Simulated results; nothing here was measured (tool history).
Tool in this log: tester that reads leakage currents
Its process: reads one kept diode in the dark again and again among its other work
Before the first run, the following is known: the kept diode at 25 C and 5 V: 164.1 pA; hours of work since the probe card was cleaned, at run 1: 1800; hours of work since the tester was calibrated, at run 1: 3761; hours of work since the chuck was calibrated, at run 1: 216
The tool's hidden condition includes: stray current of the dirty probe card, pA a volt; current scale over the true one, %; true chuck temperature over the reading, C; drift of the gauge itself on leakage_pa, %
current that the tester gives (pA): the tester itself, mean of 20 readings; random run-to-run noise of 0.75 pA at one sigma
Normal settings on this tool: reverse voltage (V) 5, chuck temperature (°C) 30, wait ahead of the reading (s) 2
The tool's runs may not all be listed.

| run | day | reverse voltage (V) | chuck temperature (°C) | wait ahead of the reading (s) | hours of work since the probe card was cleaned | hours of work since the tester was calibrated | hours of work since the chuck was calibrated | current that the tester gives (pA) |
|---|---|---|---|---|---|---|---|---|
| 1 | 0 | 5 | 30 | 2 | 1800 | 3761 | 216 | 264.02 |
| 2 | 10.588 | 5 | 30 | 2 | 1939 | 3901 | 355 | 268.3 |
| 3 | 21.667 | 5 | 30 | 2 | 2085 | 4046 | 501 | 271.06 |
|  | 23.392 | tester calibrated |
| 4 | 28.888 | 14.18 | 30 | 2 | 2179 | 72 | 595 | 495.92 |
| 5 | 33.962 | 5 | 30 | 0.49 | 2246 | 139 | 662 | 269.05 |
| 6 | 43.258 | 5 | 30 | 0.95 | 2368 | 262 | 784 | 270.38 |
| 7 | 54.425 | 5 | 30 | 2 | 2515 | 409 | 931 | 272.06 |
|  | 56.871 | chuck's temperature calibrated |
| 8 | 62.083 | 5 | 30 | 2 | 2615 | 508 | 69 | 284.32 |
| 9 | 68.067 | 14.92 | 30 | 2 | 2694 | 587 | 147 | 544.92 |
| 10 | 78.042 | 5 | 30 | 2 | 2825 | 718 | 279 | 289.4 |
|  | 84.85 | chuck's temperature calibrated, once more |
| 11 | 89.421 | 5 | 30 | 2 | 2974 | 867 | 60 | 262.37 |
|  | 90.325 | probe card cleaned and baked |
| 12 | 96.9 | 5 | 30 | 2 | 87 | 964 | 157 | 259.43 |
| 13 | 102.312 | 5 | 30 | 0.7 | 158 | 1035 | 228 | 261.16 |
| 14 | 108.312 | 5 | 30 | 6.34 | 237 | 1114 | 307 | 262.06 |
| 15 | 118.342 | 5 | 30 | 6.34 | 369 | 1246 | 439 | 261.21 |
| 16 | 123.321 | 2.12 | 30 | 6.34 | 434 | 1312 | 505 | 159.94 |
| 17 | 132.254 | 2.12 | 30 | 6.34 | 552 | 1429 | 622 | 160.23 |
| 18 | 142.779 | 2.12 | 30 | 6.34 | 691 | 1568 | 761 | 163.1 |
| 19 | 150.808 | 2.12 | 30 | 6.34 | 796 | 1674 | 867 | 163.13 |
| 20 | 157.179 | 2.12 | 30 | 0.47 | 880 | 1758 | 951 | 165.78 |
|  | 157.967 | chuck's temperature calibrated |
| 21 | 164.146 | 3.55 | 56 | 0.68 | 971 | 1848 | 81 | 1509.49 |
| 22 | 174.708 | 3.45 | 35 | 0.64 | 1110 | 1987 | 220 | 312.73 |
| 23 | 181.025 | 4.58 | 48 | 1 | 1193 | 2070 | 304 | 1000.07 |
| 24 | 189.521 | 4.58 | 36 | 3.62 | 1305 | 2182 | 415 | 401.79 |
| 25 | 201.85 | 10.26 | 30 | 2 | 1467 | 2345 | 578 | 405.67 |
| 26 | 210.012 | 4.38 | 30 | 2.61 | 1575 | 2452 | 685 | 245.36 |
| 27 | 218.196 | 3.23 | 27 | 2 | 1682 | 2560 | 793 | 161.63 |
| 28 | 227.771 | 3.23 | 27 | 2 | 1808 | 2686 | 919 | 164.49 |
|  | 230.933 | chuck's temperature calibrated |
| 29 | 236.404 | 9.25 | 22 | 2 | 1921 | 2798 | 72 | 193.09 |
| 30 | 241.429 | 9.25 | 22 | 2 | 1987 | 2865 | 138 | 194.54 |
| 31 | 247.088 | 16.98 | 47 | 1.19 | 2062 | 2939 | 213 | 1977.08 |
| 32 | 257.479 | 11.02 | 30 | 2 | 2198 | 3076 | 349 | 419.76 |
| 33 | 263.633 | 19.91 | 30 | 0.37 | 2280 | 3157 | 431 | 609.86 |
| 34 | 273.146 | 1.39 | 44 | 1.49 | 2405 | 3282 | 556 | 374.16 |
| 35 | 278.4 | 1.39 | 44 | 1.49 | 2474 | 3351 | 625 | 373.29 |
| 36 | 289.3 | 2.26 | 27 | 1.96 | 2617 | 3495 | 768 | 131.25 |
| 37 | 300.746 | 2.26 | 27 | 1.96 | 2768 | 3645 | 919 | 132.88 |
|  | 304.142 | chuck's temperature calibrated |
| 38 | 313.204 | 5 | 21 | 2 | 2931 | 3808 | 119 | 126.65 |

Entry by entry between the runs, the difference in hidden state between the last listed run before and the first listed run after:
Logged between run 3 and run 4: tester calibrated (day 23.392)
  stray current of the dirty probe card, pA a volt: 1.111 -> 1.157; current scale over the true one, %: 1.98 -> 0.03; true chuck temperature over the reading, C: 0.41 -> 0.47
  what was measured, less what the result would be without the hidden state, current that the tester gives (pA): +19.38 -> +34.51
Logged between run 7 and run 8: chuck's temperature calibrated (day 56.871)
  stray current of the dirty probe card, pA a volt: 1.332 -> 1.385; current scale over the true one, %: 0.2 -> 0.25; true chuck temperature over the reading, C: 0.67 -> 1.2
  what was measured, less what the result would be without the hidden state, current that the tester gives (pA): +21.35 -> +33.54
Logged between run 10 and run 11: chuck's temperature calibrated, once more (day 84.85)
  stray current of the dirty probe card, pA a volt: 1.49 -> 1.567; current scale over the true one, %: 0.35 -> 0.42; true chuck temperature over the reading, C: 1.32 -> 0.22
  what was measured, less what the result would be without the hidden state, current that the tester gives (pA): +37.4 -> +13.44
Logged between run 11 and run 12: probe card cleaned and baked (day 90.325)
  stray current of the dirty probe card, pA a volt: 1.567 -> 0.072; current scale over the true one, %: 0.42 -> 0.47; true chuck temperature over the reading, C: 0.22 -> 0.29
  what was measured, less what the result would be without the hidden state, current that the tester gives (pA): +13.44 -> +7.47
Logged between run 20 and run 21: chuck's temperature calibrated (day 157.967)
  stray current of the dirty probe card, pA a volt: 0.477 -> 0.527; current scale over the true one, %: 0.86 -> 0.91; true chuck temperature over the reading, C: 0.78 -> 0.04
  what was measured, less what the result would be without the hidden state, current that the tester gives (pA): +12.54 -> +19.68
Logged between run 28 and run 29: chuck's temperature calibrated (day 230.933)
  stray current of the dirty probe card, pA a volt: 0.97 -> 1.031; current scale over the true one, %: 1.31 -> 1.36; true chuck temperature over the reading, C: 0.55 -> -0.08
  what was measured, less what the result would be without the hidden state, current that the tester gives (pA): +12.37 -> +10.67
Logged between run 37 and run 38: chuck's temperature calibrated (day 304.142)
  stray current of the dirty probe card, pA a volt: 1.465 -> 1.547; current scale over the true one, %: 1.8 -> 1.88; true chuck temperature over the reading, C: 0.44 -> 0.06
  what was measured, less what the result would be without the hidden state, current that the tester gives (pA): +10.22 -> +10.51

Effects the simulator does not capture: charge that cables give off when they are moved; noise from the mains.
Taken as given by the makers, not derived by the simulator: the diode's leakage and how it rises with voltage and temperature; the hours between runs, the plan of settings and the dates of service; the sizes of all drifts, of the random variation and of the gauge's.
